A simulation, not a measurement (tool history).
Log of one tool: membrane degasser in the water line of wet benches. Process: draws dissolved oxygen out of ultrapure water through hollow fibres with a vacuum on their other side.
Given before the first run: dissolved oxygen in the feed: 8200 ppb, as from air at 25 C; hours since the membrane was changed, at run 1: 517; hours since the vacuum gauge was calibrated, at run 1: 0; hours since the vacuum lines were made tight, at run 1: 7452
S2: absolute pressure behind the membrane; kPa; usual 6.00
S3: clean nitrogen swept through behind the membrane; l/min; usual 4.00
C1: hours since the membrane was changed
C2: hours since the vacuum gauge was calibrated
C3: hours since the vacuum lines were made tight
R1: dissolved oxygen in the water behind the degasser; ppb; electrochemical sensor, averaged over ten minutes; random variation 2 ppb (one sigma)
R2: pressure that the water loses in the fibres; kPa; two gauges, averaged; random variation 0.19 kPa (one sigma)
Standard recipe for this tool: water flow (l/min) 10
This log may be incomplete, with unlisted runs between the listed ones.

run 1 day=0.000 | water_flow_(l/min)=10 S2=6.00 S3=4.00 | C1=517 C2=0 C3=7452 | R1=192.7 R2=39.05
run 2 day=7.808 | water_flow_(l/min)=14 S2=6.00 S3=4.00 | C1=704 C2=187 C3=7639 | R1=376.9 R2=55.55
run 3 day=15.558 | water_flow_(l/min)=14 S2=6.00 S3=4.00 | C1=890 C2=373 C3=7825 | R1=375.3 R2=55.34
run 4 day=26.579 | water_flow_(l/min)=14 S2=6.00 S3=4.00 | C1=1155 C2=638 C3=8090 | R1=371.6 R2=55.47
run 5 day=33.458 | water_flow_(l/min)=10 S2=4.37 S3=4.00 | C1=1320 C2=803 C3=8255 | R1=193.1 R2=40.08
run 6 day=40.246 | water_flow_(l/min)=10 S2=4.37 S3=4.00 | C1=1483 C2=966 C3=8418 | R1=190.5 R2=39.89
run 7 day=47.312 | water_flow_(l/min)=10 S2=4.37 S3=4.00 | C1=1652 C2=1136 C3=8587 | R1=188.9 R2=39.81
run 8 day=54.967 | water_flow_(l/min)=10 S2=4.37 S3=4.00 | C1=1836 C2=1319 C3=8771 | R1=190.1 R2=39.80
run 9 day=60.408 | water_flow_(l/min)=10 S2=6.00 S3=4.00 | C1=1966 C2=1450 C3=8902 | R1=204.5 R2=39.65
run 10 day=68.292 | water_flow_(l/min)=10 S2=7.42 S3=4.00 | C1=2156 C2=1639 C3=9091 | R1=208.4 R2=39.94
run 11 day=77.133 | water_flow_(l/min)=10 S2=7.42 S3=4.00 | C1=2368 C2=1851 C3=9303 | R1=218.2 R2=40.00
run 12 day=84.375 | water_flow_(l/min)=10 S2=7.42 S3=4.00 | C1=2542 C2=2025 C3=9477 | R1=217.1 R2=39.83
run 13 day=92.629 | water_flow_(l/min)=10 S2=7.42 S3=4.00 | C1=2740 C2=2223 C3=9675 | R1=217.1 R2=40.16
run 14 day=102.808 | water_flow_(l/min)=10 S2=7.42 S3=4.00 | C1=2984 C2=2467 C3=9919 | R1=215.4 R2=40.11
run 15 day=109.267 | water_flow_(l/min)=10 S2=4.20 S3=4.00 | C1=3139 C2=2622 C3=10074 | R1=198.3 R2=40.07
run 16 day=120.179 | water_flow_(l/min)=10 S2=4.20 S3=4.00 | C1=3401 C2=2884 C3=10336 | R1=198.2 R2=40.45
run 17 day=127.133 | water_flow_(l/min)=6 S2=3.68 S3=4.76 | C1=3568 C2=3051 C3=10503 | R1=56.4 R2=24.32
run 18 day=133.625 | water_flow_(l/min)=6 S2=3.68 S3=4.76 | C1=3724 C2=3207 C3=10659 | R1=56.3 R2=23.98
run 19 day=139.462 | water_flow_(l/min)=6 S2=3.68 S3=4.76 | C1=3864 C2=3347 C3=10799 | R1=58.1 R2=24.34
run 20 day=147.304 | water_flow_(l/min)=6 S2=3.68 S3=4.76 | C1=4052 C2=3535 C3=10987 | R1=56.5 R2=24.42
run 21 day=156.358 | water_flow_(l/min)=6 S2=3.68 S3=4.76 | C1=4269 C2=3753 C3=11204 | R1=58.0 R2=23.92
run 22 day=163.017 | water_flow_(l/min)=6 S2=3.68 S3=1.67 | C1=4429 C2=3912 C3=11364 | R1=64.5 R2=24.55
run 23 day=172.608 | water_flow_(l/min)=8 S2=7.86 S3=5.48 | C1=4659 C2=4143 C3=11594 | R1=140.8 R2=32.45
run 24 day=178.312 | water_flow_(l/min)=8 S2=7.86 S3=5.48 | C1=4796 C2=4280 C3=11731 | R1=139.6 R2=32.83
run 25 day=187.121 | water_flow_(l/min)=13 S2=9.93 S3=1.60 | C1=5008 C2=4491 C3=11943 | R1=464.4 R2=52.90
run 26 day=197.488 | water_flow_(l/min)=13 S2=9.93 S3=1.60 | C1=5256 C2=4740 C3=12191 | R1=467.9 R2=52.98
-- day=203.129 seals of the vacuum lines changed
run 27 day=204.675 | water_flow_(l/min)=13 S2=5.53 S3=5.11 | C1=5427 C2=4910 C3=37 | R1=359.5 R2=53.34
run 28 day=213.788 | water_flow_(l/min)=10 S2=9.87 S3=2.58 | C1=5646 C2=5129 C3=256 | R1=268.1 R2=40.73
run 29 day=223.554 | water_flow_(l/min)=10 S2=9.87 S3=2.58 | C1=5880 C2=5363 C3=490 | R1=268.6 R2=41.00
run 30 day=234.433 | water_flow_(l/min)=13 S2=5.27 S3=1.61 | C1=6141 C2=5624 C3=751 | R1=388.9 R2=53.24
run 31 day=240.596 | water_flow_(l/min)=13 S2=5.27 S3=1.61 | C1=6289 C2=5772 C3=899 | R1=394.4 R2=53.28

Branching from run 31: 4 alternative next runs. What would each branch give?
run A day=251.167 | water_flow_(l/min)=7 S2=11.89 S3=4.00 | C1=6543 C2=6026 C3=1153 | R1=? R2=?
run B day=251.167 | water_flow_(l/min)=6 S2=11.23 S3=4.00 | C1=6543 C2=6026 C3=1153 | R1=? R2=?
run C day=251.167 | water_flow_(l/min)=7 S2=3.96 S3=1.61 | C1=6543 C2=6026 C3=1153 | R1=? R2=?
run D day=251.167 | water_flow_(l/min)=7 S2=3.66 S3=1.82 | C1=6543 C2=6026 C3=1153 | R1=? R2=?

run=A R1=130.5 R2=28.69
run=B R1=91.7 R2=24.70
run=C R1=102.6 R2=28.84
run=D R1=98.3 R2=28.93
Had the tool no hidden state, the same runs would have come out as:
run=A R1=111.2 R2=27.39
run=B R1=77.5 R2=23.58
run=C R1=81.9 R2=27.54
run=D R1=77.9 R2=27.62

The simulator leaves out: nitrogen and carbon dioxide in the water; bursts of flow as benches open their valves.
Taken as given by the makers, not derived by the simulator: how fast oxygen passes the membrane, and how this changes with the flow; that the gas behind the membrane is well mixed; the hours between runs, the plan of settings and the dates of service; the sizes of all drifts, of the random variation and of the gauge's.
